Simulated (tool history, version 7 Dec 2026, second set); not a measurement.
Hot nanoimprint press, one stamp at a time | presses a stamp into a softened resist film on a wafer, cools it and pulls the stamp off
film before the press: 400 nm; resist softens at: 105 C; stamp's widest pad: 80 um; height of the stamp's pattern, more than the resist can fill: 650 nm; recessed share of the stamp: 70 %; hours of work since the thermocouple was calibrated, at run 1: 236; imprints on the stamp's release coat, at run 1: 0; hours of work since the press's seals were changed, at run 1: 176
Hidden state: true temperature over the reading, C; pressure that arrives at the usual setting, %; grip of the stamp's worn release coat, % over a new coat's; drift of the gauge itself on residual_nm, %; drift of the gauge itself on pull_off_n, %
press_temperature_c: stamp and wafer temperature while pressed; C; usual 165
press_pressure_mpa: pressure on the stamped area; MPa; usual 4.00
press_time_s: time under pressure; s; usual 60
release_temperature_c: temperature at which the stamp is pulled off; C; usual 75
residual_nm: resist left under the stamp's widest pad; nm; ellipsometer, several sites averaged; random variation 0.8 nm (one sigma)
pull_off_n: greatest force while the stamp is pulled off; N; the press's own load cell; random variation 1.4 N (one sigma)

run	hour	press_temperature_c	press_pressure_mpa	press_time_s	release_temperature_c	hours of work since the thermocouple was calibrated	imprints on the stamp's release coat	hours of work since the press's seals were changed	residual_nm	pull_off_n
1	0.0	165	4.00	60	75	236	0	176	186.6	101
2	10.1	165	4.00	60	75	242	37	181	185.9	103
3	30.0	165	4.00	60	75	252	110	191	186.3	105
4	43.7	165	4.00	60	75	259	160	198	187.2	105
5	61.9	165	4.00	60	75	268	227	207	186.8	110
# hour 76.1: plate thermocouple calibrated
6	86.1	165	4.00	60	75	5	305	218	196.9	112
7	108.5	165	4.00	60	75	17	387	230	197.3	118
8	118.6	165	4.00	60	75	22	424	235	198.9	113
# hour 124.6: plate thermocouple calibrated, once more
9	139.7	165	5.47	60	75	8	490	244	155.5	113
10	154.0	165	4.00	60	75	15	543	252	178.0	114
11	174.5	165	4.00	60	75	26	618	262	177.9	117
12	195.3	165	4.00	60	75	36	694	273	181.5	120
13	210.2	165	4.00	60	75	44	749	280	178.6	123
14	219.6	165	4.00	67	75	49	783	285	171.7	123
# hour 237.2: stamp cleaned and given a new release coat
15	243.7	165	4.00	67	75	58	24	295	172.7	100
16	260.7	165	4.00	67	75	67	86	303	173.6	103
17	276.5	176	5.38	67	75	75	144	311	77.5	105
18	291.3	165	3.87	102	75	83	198	319	149.8	107
19	313.2	165	4.23	97	75	94	278	330	145.7	107
20	331.3	165	4.23	97	75	103	345	340	146.4	113
21	343.1	165	4.00	65	80	109	388	346	177.5	96
22	357.1	156	4.00	38	80	116	439	353	318.7	98
23	369.5	156	4.00	38	80	123	485	359	319.2	102
24	387.4	156	4.00	38	81	132	550	368	322.5	96
25	403.4	156	4.00	38	81	140	609	377	318.7	102
26	425.5	165	4.00	42	71	152	690	388	212.7	132
27	439.8	171	2.50	32	77	159	742	395	205.2	114
28	462.1	158	3.60	47	77	170	824	407	296.2	116
# hour 469.4: stamp cleaned and given a new release coat
29	479.3	158	3.20	47	73	176	36	413	304.3	108

Forecast each of these 3 alternatives for the next run:
A	495.0	164	3.09	60	75	184	94	421	?	?
B	495.0	165	4.00	80	61	184	94	421	?	?
C	495.0	165	6.21	60	75	184	94	421	?	?

run	residual_nm	pull_off_n
A	218.1	109
B	166.7	143
C	154.8	106
Without the tool's hidden state the same runs would have given:
run	residual_nm	pull_off_n
A	205.7	104
B	155.8	137
C	144.2	100
